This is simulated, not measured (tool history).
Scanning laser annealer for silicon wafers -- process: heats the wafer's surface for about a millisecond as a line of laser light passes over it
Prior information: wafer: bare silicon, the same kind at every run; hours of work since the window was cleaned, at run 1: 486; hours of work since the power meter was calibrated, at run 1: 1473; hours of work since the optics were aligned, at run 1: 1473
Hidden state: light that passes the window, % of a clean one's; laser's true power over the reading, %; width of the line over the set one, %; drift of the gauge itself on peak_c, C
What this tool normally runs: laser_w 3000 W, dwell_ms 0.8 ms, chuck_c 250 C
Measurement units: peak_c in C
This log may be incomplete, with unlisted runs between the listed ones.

| run | hour | laser_w | dwell_ms | chuck_c | hours of work since the window was cleaned | hours of work since the power meter was calibrated | hours of work since the optics were aligned | peak_c |
|---|---|---|---|---|---|---|---|---|
| 1 | 0 | 3000 | 0.8 | 250 | 486 | 1473 | 1473 | 1037 |
| 2 | 28.6 | 3000 | 0.8 | 250 | 508 | 1495 | 1495 | 1037 |
| 3 | 59.1 | 3000 | 0.8 | 280 | 531 | 1519 | 1519 | 1065 |
| 4 | 121.8 | 3000 | 0.8 | 280 | 580 | 1567 | 1567 | 1062 |
|  | 161.6 | window over the wafer cleaned |
| 5 | 175.7 | 3000 | 0.8 | 280 | 11 | 1607 | 1607 | 1097 |
| 6 | 232.5 | 3000 | 0.8 | 280 | 54 | 1650 | 1650 | 1091 |
| 7 | 264.7 | 3000 | 0.8 | 280 | 79 | 1675 | 1675 | 1089 |
| 8 | 299.4 | 3000 | 0.8 | 280 | 106 | 1702 | 1702 | 1084 |
|  | 337.5 | optics aligned, line set to its width |
| 9 | 337.5 | 2981 | 0.975 | 250 | 131 | 1727 | 0 | 1146 |
| 10 | 367.4 | 2981 | 0.975 | 250 | 154 | 1750 | 23 | 1144 |
| 11 | 409.3 | 2796 | 0.8 | 250 | 186 | 1782 | 55 | 996 |
| 12 | 443.7 | 3032 | 0.8 | 250 | 213 | 1808 | 81 | 1071 |
| 13 | 476.2 | 3000 | 0.912 | 285 | 238 | 1833 | 106 | 1150 |
| 14 | 518.4 | 2892 | 0.8 | 278 | 270 | 1866 | 139 | 1051 |

Each row is a separate what-if for the run after 14, all from the same tool condition, not one after another. Results?
| A | 556.9 | 2764 | 0.8 | 250 | 300 | 1895 | 168 | ? |
| B | 556.9 | 2892 | 0.57 | 261 | 300 | 1895 | 168 | ? |
| C | 556.9 | 2792 | 0.964 | 278 | 300 | 1895 | 168 | ? |
| D | 556.9 | 2817 | 0.687 | 229 | 300 | 1895 | 168 | ? |

| run | peak_c |
|---|---|
| A | 983 |
| B | 910 |
| C | 1087 |
| D | 918 |
What these runs would have given with no unlogged condition in the tool:
| run | peak_c |
|---|---|
| A | 1015 |
| B | 938 |
| C | 1123 |
| D | 948 |
